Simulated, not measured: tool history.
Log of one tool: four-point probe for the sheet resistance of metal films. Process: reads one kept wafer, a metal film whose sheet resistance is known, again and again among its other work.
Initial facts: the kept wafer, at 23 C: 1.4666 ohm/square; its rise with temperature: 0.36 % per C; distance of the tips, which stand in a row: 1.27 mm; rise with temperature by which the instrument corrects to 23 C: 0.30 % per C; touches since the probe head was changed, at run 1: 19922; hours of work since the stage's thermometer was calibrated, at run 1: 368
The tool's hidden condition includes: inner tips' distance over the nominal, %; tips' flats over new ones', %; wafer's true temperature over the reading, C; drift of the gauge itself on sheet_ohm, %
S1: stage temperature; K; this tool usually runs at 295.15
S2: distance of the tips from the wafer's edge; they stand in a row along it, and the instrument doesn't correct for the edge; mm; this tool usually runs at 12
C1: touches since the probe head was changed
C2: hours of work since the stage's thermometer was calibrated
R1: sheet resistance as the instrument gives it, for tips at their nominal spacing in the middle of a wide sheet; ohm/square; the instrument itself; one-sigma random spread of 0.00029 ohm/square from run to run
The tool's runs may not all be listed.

run	day	S1	S2	C1	C2	R1
1	0	295.15	12	19922	368	1.474982
2	4.212	292.15	12	24145	426	1.472391
3	7.762	292.15	12	27707	474	1.472259
4	10.183	292.15	12	30135	507	1.472475
5	12.446	292.15	12	32400	538	1.472263
6	15.112	295.15	12	35076	575	1.474487
7	18.262	292.15	12	38234	618	1.472429
8	23.192	292.15	12	43174	685	1.472333
9	25.875	306.15	12	45865	721	1.483439
10	28.871	295.15	43	48869	762	1.466508
11	31.625	295.15	43	51632	800	1.466109
12	33.717	295.15	15	53730	829	1.471218
13	37.212	295.15	12	57233	876	1.474252
14	41.3	295.15	41	61333	932	1.466512
15	44.358	295.15	41	64400	974	1.466575
16	46.667	295.15	5	66715	1005	1.515085
17	49.358	295.15	5	69414	1042	1.515278
18	54.192	295.15	12	74257	1108	1.474362
19	56.467	295.15	15	76539	1139	1.471318
20	61.258	295.15	15	81344	1205	1.471108
21	64.504	295.15	15	84597	1249	1.471417
# day 68.288: stage's thermometer calibrated
22	69.467	295.15	15	89555	16	1.471241
23	72.017	295.15	12	92108	51	1.474292
24	74.596	295.15	25	94695	86	1.467538
25	78.096	294.15	66	98206	134	1.464858
26	82.646	303.15	31	102769	196	1.473369
27	86.967	303.15	31	107100	255	1.473375
# day 87.896: new probe head fitted
28	89.708	293.15	57	1817	292	1.465408
29	94.538	300.15	27	6658	358	1.471136
30	97.554	299.15	74	9685	399	1.469613
31	101.979	295.15	6	14122	459	1.500577
32	104.771	295.15	6	16917	497	1.500331
33	107.225	295.15	6	19379	531	1.500146
34	111.546	295.15	45	23710	590	1.466827
35	115.517	301.15	46	27695	644	1.471122
36	118.933	295.15	30	31121	691	1.467106
37	121.233	295.15	30	33427	722	1.467412
38	126.108	295.15	30	38314	789	1.467517
39	130.062	304.15	42	42278	843	1.473237
40	134.017	304.15	68	46242	897	1.472685
41	137.938	304.15	4	50174	950	1.548336
42	142.829	305.15	42	55078	1017	1.473999
43	147.829	305.15	42	60094	1085	1.474192
44	152.033	306.15	30	64307	1143	1.47546
45	156.488	298.15	9	68775	1204	1.48391
46	161.062	291.15	16	73360	1266	1.467748

What if the next run were any one of these 3? Each begins from the tool's condition after run 46:
# day 163.654: stage's thermometer calibrated
A	165.042	302.15	20	77328	19	?
# day 163.654: stage's thermometer calibrated
B	165.042	305.15	27	77328	19	?
# day 163.654: stage's thermometer calibrated
C	165.042	295.15	75	77328	19	?

run	R1
A	1.474251
B	1.475479
C	1.465337
With the hidden condition removed and each run's random variation left untouched, the same runs would have given:
run	R1
A	1.474397
B	1.475624
C	1.465482

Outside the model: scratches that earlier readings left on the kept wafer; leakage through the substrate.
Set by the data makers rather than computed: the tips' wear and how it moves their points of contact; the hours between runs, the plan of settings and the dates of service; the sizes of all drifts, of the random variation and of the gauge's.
